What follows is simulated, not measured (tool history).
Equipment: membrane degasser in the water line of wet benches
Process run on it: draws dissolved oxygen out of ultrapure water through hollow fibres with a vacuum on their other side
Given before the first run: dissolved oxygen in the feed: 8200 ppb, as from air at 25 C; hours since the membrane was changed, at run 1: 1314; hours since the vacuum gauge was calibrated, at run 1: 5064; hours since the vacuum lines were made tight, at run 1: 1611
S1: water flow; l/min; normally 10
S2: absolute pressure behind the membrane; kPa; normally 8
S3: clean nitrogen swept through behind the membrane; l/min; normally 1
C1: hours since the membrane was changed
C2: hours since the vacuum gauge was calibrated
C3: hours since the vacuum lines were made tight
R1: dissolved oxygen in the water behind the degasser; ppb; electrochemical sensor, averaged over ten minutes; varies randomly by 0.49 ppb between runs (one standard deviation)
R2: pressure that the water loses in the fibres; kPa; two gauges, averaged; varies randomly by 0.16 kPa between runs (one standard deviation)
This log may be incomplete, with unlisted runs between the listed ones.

run	hour	S1	S2	S3	C1	C2	C3	R1	R2
1	0	10	8	1	1314	5064	1611	117.9	49.62
2	35.1	10	8	0.97	1349	5099	1646	122.2	49.45
3	78.6	10	8	0.97	1393	5142	1689	122.3	49.78
4	114.4	10	7.09	0.97	1429	5178	1725	100	49.84
5	164.5	10	7.09	0.97	1479	5228	1775	100.4	49.93
6	214.7	10	7.09	0.97	1529	5278	1825	99.9	49.59
7	241.7	11	8	1	1556	5305	1853	131.8	54.65
8	295.5	10	8	1	1610	5359	1906	117.8	49.78
9	342.5	10	8	1	1657	5406	1953	118.6	49.51
10	385.9	10	8	1	1700	5449	1997	119.2	49.63
11	410.1	10	8	1	1724	5474	2021	119	49.56
12	442.3	10	8	1	1757	5506	2053	118.7	49.5
13	486.2	10	8	1	1800	5550	2097	118.6	49.66
14	530.6	10	8	1	1845	5594	2141	119.1	49.85
15	557.9	10	8	1	1872	5621	2169	119.4	49.57
16	584.9	10	8	1	1899	5648	2196	119	49.49
17	639.5	10	8	1	1954	5703	2250	118.5	49.93
18	674.1	12	8	0.77	1988	5738	2285	180.9	59.6
# hour 677: vacuum gauge calibrated
19	725.3	11	11.18	0.55	2039	48	2336	359.7	54.71
20	758.4	10	8.27	0.74	2072	81	2369	163.8	49.75
21	786.5	10	8	1.11	2100	109	2397	108.3	49.88
22	816.8	10	5.66	1	2131	140	2427	64.5	49.73
23	856.8	10	5.66	0.53	2171	180	2467	111.5	49.84
24	883.4	10	5.66	0.53	2197	206	2494	111.9	49.53
25	929.7	10	8	1	2244	253	2540	119	49.8
# hour 968.7: vacuum gauge calibrated, once more
26	977.8	14	14.15	2.87	2291	9	2588	150.1	69.66
27	1009.7	14	14.15	2.87	2323	41	2620	149	69.18
28	1060	14	14.15	2.87	2373	91	2670	150.5	69.52
29	1089.7	13	18.59	1.62	2403	121	2699	304.2	64.91
30	1112.6	13	18.59	1.62	2426	144	2722	305.8	65.11
31	1160	14	18.59	0.67	2473	191	2770	686	69.73
32	1194.5	15	8	1	2508	226	2804	191.2	74.78

Consider 4 possible next runs. They are alternatives, not a sequence: every one starts from the tool as it was left by run 32. What does each give?
A	1248.1	9	8	0.46	2561	279	2858	?	?
B	1248.1	8	9.69	2.13	2561	279	2858	?	?
C	1248.1	10	4.87	0.73	2561	279	2858	?	?
D	1248.1	10	8	1.24	2561	279	2858	?	?

run	R1	R2
A	211.2	45.09
B	62.2	40.02
C	57.6	49.86
D	97.8	49.63
What these runs would have given with no unlogged condition in the tool:
run	R1	R2
A	207.3	44.73
B	60.3	39.71
C	55.7	49.47
D	95.3	49.23
